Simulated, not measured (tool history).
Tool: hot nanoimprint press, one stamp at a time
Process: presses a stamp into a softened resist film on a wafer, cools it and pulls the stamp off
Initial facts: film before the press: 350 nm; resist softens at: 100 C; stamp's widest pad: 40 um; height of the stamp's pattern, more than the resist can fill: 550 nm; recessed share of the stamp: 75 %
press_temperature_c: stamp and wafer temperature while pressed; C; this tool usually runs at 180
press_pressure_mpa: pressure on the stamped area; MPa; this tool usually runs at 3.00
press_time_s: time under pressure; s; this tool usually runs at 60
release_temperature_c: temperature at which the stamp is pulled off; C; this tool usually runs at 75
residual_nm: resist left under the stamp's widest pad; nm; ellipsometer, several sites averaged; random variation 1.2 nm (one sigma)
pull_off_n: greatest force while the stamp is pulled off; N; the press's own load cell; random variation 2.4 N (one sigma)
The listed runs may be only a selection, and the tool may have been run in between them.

run     day  press_temperature_c  press_pressure_mpa  press_time_s  release_temperature_c  residual_nm  pull_off_n
  1   0.000                  180                3.00            60                     75        180.6         106
  2   0.979                  180                3.00            60                     75        183.7         107
      2.938  -- stamp cleaned and given a new release coat
      3.200  -- plate thermocouple calibrated
  3   3.504                  187                3.00            60                     75        151.9         108
  4   4.400                  180                3.00            60                     75        180.3         109
  5   5.562                  180                3.00            60                     75        181.5         114
  6   6.700                  180                3.00            60                     75        182.3         108
  7   7.829                  180                3.00            60                     75        180.8         111
  8   8.908                  180                3.00            60                     75        182.7         112
  9  10.854                  177                3.86            60                     69        176.1         126
 10  12.858                  171                2.48           106                     69        203.0         122

Predict the results of run 11:
 11  14.329                  171                2.48           105                     74            ?           ?

residual_nm: 204.7 nm
pull_off_n: 115 N
Minus the tool's unlogged condition, the same run would have read residual_nm 204.6 nm, pull_off_n 114 N.

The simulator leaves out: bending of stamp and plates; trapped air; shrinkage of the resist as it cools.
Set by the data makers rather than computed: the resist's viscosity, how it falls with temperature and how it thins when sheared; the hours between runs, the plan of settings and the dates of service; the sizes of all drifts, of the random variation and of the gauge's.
